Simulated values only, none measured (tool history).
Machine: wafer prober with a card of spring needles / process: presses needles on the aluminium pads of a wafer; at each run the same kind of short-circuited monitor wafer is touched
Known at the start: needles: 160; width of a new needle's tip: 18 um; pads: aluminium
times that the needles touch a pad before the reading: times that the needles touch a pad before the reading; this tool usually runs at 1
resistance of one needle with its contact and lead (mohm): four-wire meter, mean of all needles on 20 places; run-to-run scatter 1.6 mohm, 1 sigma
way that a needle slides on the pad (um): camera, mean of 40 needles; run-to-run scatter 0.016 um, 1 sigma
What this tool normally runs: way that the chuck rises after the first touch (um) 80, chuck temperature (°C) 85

run,hour,way that the chuck rises after the first touch (um),chuck temperature (°C),times that the needles touch a pad before the reading,resistance of one needle with its contact and lead (mohm),way that a needle slides on the pad (um)
1,0,80,85,1,154,17.62
# hour 13.3: tips cleaned on abrasive film
# hour 26.3: tips cleaned on abrasive film
# hour 37.8: tips cleaned on abrasive film
2,37.8,80,85,1,156,17.59
# hour 51.1: tips cleaned on abrasive film
# hour 64: tips cleaned on abrasive film
# hour 76.7: tips cleaned on abrasive film
3,79.5,85,85,1,163,18.65
# hour 85.1: height of the first contact set anew
# hour 87.8: tips cleaned on abrasive film
# hour 100.6: tips cleaned on abrasive film
# hour 113.5: tips cleaned on abrasive film
4,113.6,85,85,1,152,18.86
# hour 124.2: tips cleaned on abrasive film
# hour 136.1: tips cleaned on abrasive film
5,136.1,85,85,1,153,18.87
# hour 148.1: tips cleaned on abrasive film
# hour 158.8: tips cleaned on abrasive film
6,164,80,85,1,171,17.69
# hour 171.8: tips cleaned on abrasive film
# hour 184.5: tips cleaned on abrasive film
# hour 195.1: tips cleaned on abrasive film
# hour 203: tips cleaned on abrasive film, once more
7,209.2,89,85,1,166,19.66
# hour 214.6: tips cleaned on abrasive film
# hour 227.8: tips cleaned on abrasive film
# hour 240.6: tips cleaned on abrasive film
8,247.9,80,85,1,176,17.63
# hour 253.2: tips cleaned on abrasive film
# hour 266.2: tips cleaned on abrasive film
# hour 277.3: tips cleaned on abrasive film
9,277.3,80,85,1,159,17.56
# hour 289: tips cleaned on abrasive film
10,297.7,77,85,3,166,16.9
# hour 300.4: tips cleaned on abrasive film
# hour 311.1: tips cleaned on abrasive film
# hour 316.6: height of the first contact set anew
# hour 324.6: tips cleaned on abrasive film
# hour 337.6: tips cleaned on abrasive film
11,344.8,77,85,3,164,17.12
# hour 349.8: tips cleaned on abrasive film
# hour 360.4: tips cleaned on abrasive film
# hour 371.1: tips cleaned on abrasive film
12,378.1,69,60,3,164,15.27
# hour 383.4: tips cleaned on abrasive film
# hour 396.6: tips cleaned on abrasive film
# hour 409.7: tips cleaned on abrasive film
# hour 422.3: tips cleaned on abrasive film
13,423.6,62,33,2,157,13.66
# hour 434.3: tips cleaned on abrasive film
# hour 446.9: tips cleaned on abrasive film
# hour 459.6: tips cleaned on abrasive film
14,463.5,89,85,1,164,19.65
# hour 470.8: tips cleaned on abrasive film
# hour 483.5: tips cleaned on abrasive film
# hour 496.6: tips cleaned on abrasive film
# hour 508.6: tips cleaned on abrasive film
15,508.6,77,85,1,160,16.91

Here are 4 independent what-if runs from the current tool condition. What would each one return?
# hour 520.8: tips cleaned on abrasive film
# hour 533.9: tips cleaned on abrasive film
# hour 546.8: tips cleaned on abrasive film
# hour 547.1: height of the first contact set anew
A,557,75,28,1,?,?
# hour 520.8: tips cleaned on abrasive film
# hour 533.9: tips cleaned on abrasive film
# hour 546.8: tips cleaned on abrasive film
# hour 547.1: height of the first contact set anew
B,557,94,68,1,?,?
# hour 520.8: tips cleaned on abrasive film
# hour 533.9: tips cleaned on abrasive film
# hour 546.8: tips cleaned on abrasive film
# hour 547.1: height of the first contact set anew
C,557,66,93,3,?,?
# hour 520.8: tips cleaned on abrasive film
# hour 533.9: tips cleaned on abrasive film
# hour 546.8: tips cleaned on abrasive film
# hour 547.1: height of the first contact set anew
D,557,77,44,1,?,?

run,resistance of one needle with its contact and lead (mohm),way that a needle slides on the pad (um)
A,174,16.65
B,168,20.9
C,175,14.65
D,177,17.14
Without the tool's hidden state the same runs would have given:
run,resistance of one needle with its contact and lead (mohm),way that a needle slides on the pad (um)
A,140,16.65
B,146,20.9
C,157,14.65
D,146,17.14
